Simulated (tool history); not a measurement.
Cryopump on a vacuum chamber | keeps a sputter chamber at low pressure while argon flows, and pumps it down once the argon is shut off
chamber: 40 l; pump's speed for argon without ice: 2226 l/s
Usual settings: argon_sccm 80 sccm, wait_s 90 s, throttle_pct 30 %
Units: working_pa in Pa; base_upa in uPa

run 1 hour=0.0 | argon_sccm=80 wait_s=90 throttle_pct=30 | working_pa=0.2047 base_upa=0.73
run 2 hour=46.0 | argon_sccm=80 wait_s=90 throttle_pct=30 | working_pa=0.2032 base_upa=0.75
run 3 hour=116.0 | argon_sccm=80 wait_s=90 throttle_pct=30 | working_pa=0.2033 base_upa=0.72
run 4 hour=154.6 | argon_sccm=80 wait_s=90 throttle_pct=30 | working_pa=0.2047 base_upa=0.76
run 5 hour=224.1 | argon_sccm=80 wait_s=90 throttle_pct=20 | working_pa=0.3064 base_upa=0.75
run 6 hour=254.9 | argon_sccm=80 wait_s=90 throttle_pct=20 | working_pa=0.3065 base_upa=0.76
run 7 hour=292.1 | argon_sccm=80 wait_s=22 throttle_pct=30 | working_pa=0.2045 base_upa=2.26
run 8 hour=325.5 | argon_sccm=80 wait_s=27 throttle_pct=30 | working_pa=0.2045 base_upa=1.90
run 9 hour=372.6 | argon_sccm=80 wait_s=27 throttle_pct=30 | working_pa=0.2055 base_upa=1.87
run 10 hour=435.6 | argon_sccm=71 wait_s=55 throttle_pct=20 | working_pa=0.2731 base_upa=1.04
run 11 hour=484.0 | argon_sccm=80 wait_s=183 throttle_pct=28 | working_pa=0.2215 base_upa=0.53
run 12 hour=533.3 | argon_sccm=80 wait_s=183 throttle_pct=28 | working_pa=0.2218 base_upa=0.53
run 13 hour=564.9 | argon_sccm=80 wait_s=96 throttle_pct=30 | working_pa=0.2081 base_upa=0.79
run 14 hour=620.5 | argon_sccm=64 wait_s=96 throttle_pct=40 | working_pa=0.1241 base_upa=0.77
run 15 hour=666.2 | argon_sccm=64 wait_s=96 throttle_pct=40 | working_pa=0.1250 base_upa=0.79

Measured less the same run without the tool's hidden state. The same run-to-run variation is in both; the gauge's scatter may not be:
The hidden state here: pump's speed, % of a pump's without ice; cold plate's temperature, K; leak into the chamber, uPa l/s; drift of the gauge itself on working_pa, %; drift of the gauge itself on base_upa, %.
run=1 working_pa=+0.0009 base_upa=+0.12
run=2 working_pa=+0.0011 base_upa=+0.13
run=3 working_pa=+0.0015 base_upa=+0.13
run=4 working_pa=+0.0017 base_upa=+0.14
run=5 working_pa=+0.0022 base_upa=+0.14
run=6 working_pa=+0.0024 base_upa=+0.15
run=7 working_pa=+0.0025 base_upa=+0.15
run=8 working_pa=+0.0027 base_upa=+0.16
run=9 working_pa=+0.0030 base_upa=+0.16
run=10 working_pa=+0.0030 base_upa=+0.17
run=11 working_pa=+0.0036 base_upa=+0.18
run=12 working_pa=+0.0039 base_upa=+0.18
run=13 working_pa=+0.0042 base_upa=+0.19
run=14 working_pa=+0.0035 base_upa=+0.19
run=15 working_pa=+0.0038 base_upa=+0.20
